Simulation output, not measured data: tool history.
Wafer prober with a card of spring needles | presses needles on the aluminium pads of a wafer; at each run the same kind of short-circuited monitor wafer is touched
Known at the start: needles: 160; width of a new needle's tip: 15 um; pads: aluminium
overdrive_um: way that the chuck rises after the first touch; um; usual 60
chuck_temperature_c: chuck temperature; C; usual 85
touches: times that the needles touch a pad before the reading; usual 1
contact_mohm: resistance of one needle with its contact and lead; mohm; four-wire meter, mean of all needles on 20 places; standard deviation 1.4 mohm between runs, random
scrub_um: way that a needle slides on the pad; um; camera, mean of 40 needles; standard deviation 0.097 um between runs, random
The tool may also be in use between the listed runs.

run 1 hour=0.0 | overdrive_um=60 chuck_temperature_c=85 touches=1 | contact_mohm=161 scrub_um=12.64
-- hour=1.2 tips cleaned on abrasive film
-- hour=7.1 tips cleaned on abrasive film
run 2 hour=9.5 | overdrive_um=60 chuck_temperature_c=85 touches=1 | contact_mohm=147 scrub_um=12.63
-- hour=12.1 tips cleaned on abrasive film
run 3 hour=14.9 | overdrive_um=60 chuck_temperature_c=85 touches=1 | contact_mohm=149 scrub_um=12.60
-- hour=17.7 tips cleaned on abrasive film
-- hour=22.8 tips cleaned on abrasive film
run 4 hour=26.2 | overdrive_um=60 chuck_temperature_c=85 touches=1 | contact_mohm=159 scrub_um=12.53
-- hour=28.4 tips cleaned on abrasive film
-- hour=33.6 tips cleaned on abrasive film
run 5 hour=34.5 | overdrive_um=60 chuck_temperature_c=85 touches=1 | contact_mohm=132 scrub_um=12.60
-- hour=38.1 height of the first contact set anew
-- hour=39.6 tips cleaned on abrasive film
run 6 hour=43.4 | overdrive_um=60 chuck_temperature_c=85 touches=1 | contact_mohm=150 scrub_um=14.32
-- hour=44.7 tips cleaned on abrasive film
-- hour=49.6 tips cleaned on abrasive film
run 7 hour=49.8 | overdrive_um=46 chuck_temperature_c=85 touches=1 | contact_mohm=129 scrub_um=11.03
-- hour=55.0 tips cleaned on abrasive film
-- hour=60.1 tips cleaned on abrasive film
run 8 hour=60.8 | overdrive_um=46 chuck_temperature_c=85 touches=1 | contact_mohm=137 scrub_um=10.85
-- hour=65.2 tips cleaned on abrasive film
run 9 hour=67.1 | overdrive_um=46 chuck_temperature_c=85 touches=1 | contact_mohm=159 scrub_um=11.04
-- hour=70.1 tips cleaned on abrasive film
run 10 hour=74.0 | overdrive_um=56 chuck_temperature_c=53 touches=1 | contact_mohm=154 scrub_um=13.27
-- hour=75.1 tips cleaned on abrasive film
-- hour=80.8 tips cleaned on abrasive film
run 11 hour=84.9 | overdrive_um=46 chuck_temperature_c=78 touches=1 | contact_mohm=178 scrub_um=10.81

Alternative continuations, all from the tool just after run 11; predict every row:
-- hour=85.7 tips cleaned on abrasive film
-- hour=90.9 tips cleaned on abrasive film
run A hour=92.0 | overdrive_um=60 chuck_temperature_c=104 touches=1 | contact_mohm=? scrub_um=?
-- hour=85.7 tips cleaned on abrasive film
-- hour=90.9 tips cleaned on abrasive film
run B hour=92.0 | overdrive_um=41 chuck_temperature_c=78 touches=3 | contact_mohm=? scrub_um=?
-- hour=85.7 tips cleaned on abrasive film
-- hour=90.9 tips cleaned on abrasive film
run C hour=92.0 | overdrive_um=73 chuck_temperature_c=27 touches=1 | contact_mohm=? scrub_um=?
-- hour=85.7 tips cleaned on abrasive film
-- hour=90.9 tips cleaned on abrasive film
run D hour=92.0 | overdrive_um=71 chuck_temperature_c=85 touches=1 | contact_mohm=? scrub_um=?
-- hour=85.7 tips cleaned on abrasive film
-- hour=90.9 tips cleaned on abrasive film
run E hour=92.0 | overdrive_um=46 chuck_temperature_c=37 touches=1 | contact_mohm=? scrub_um=?

run=A contact_mohm=133 scrub_um=14.13
run=B contact_mohm=132 scrub_um=9.62
run=C contact_mohm=118 scrub_um=17.51
run=D contact_mohm=124 scrub_um=16.99
run=E contact_mohm=140 scrub_um=10.83
The same runs, with their run-to-run variation unchanged, on a tool lacking any hidden condition would have given:
run=A contact_mohm=117 scrub_um=14.38
run=B contact_mohm=118 scrub_um=9.87
run=C contact_mohm=106 scrub_um=17.76
run=D contact_mohm=112 scrub_um=17.24
run=E contact_mohm=112 scrub_um=11.08
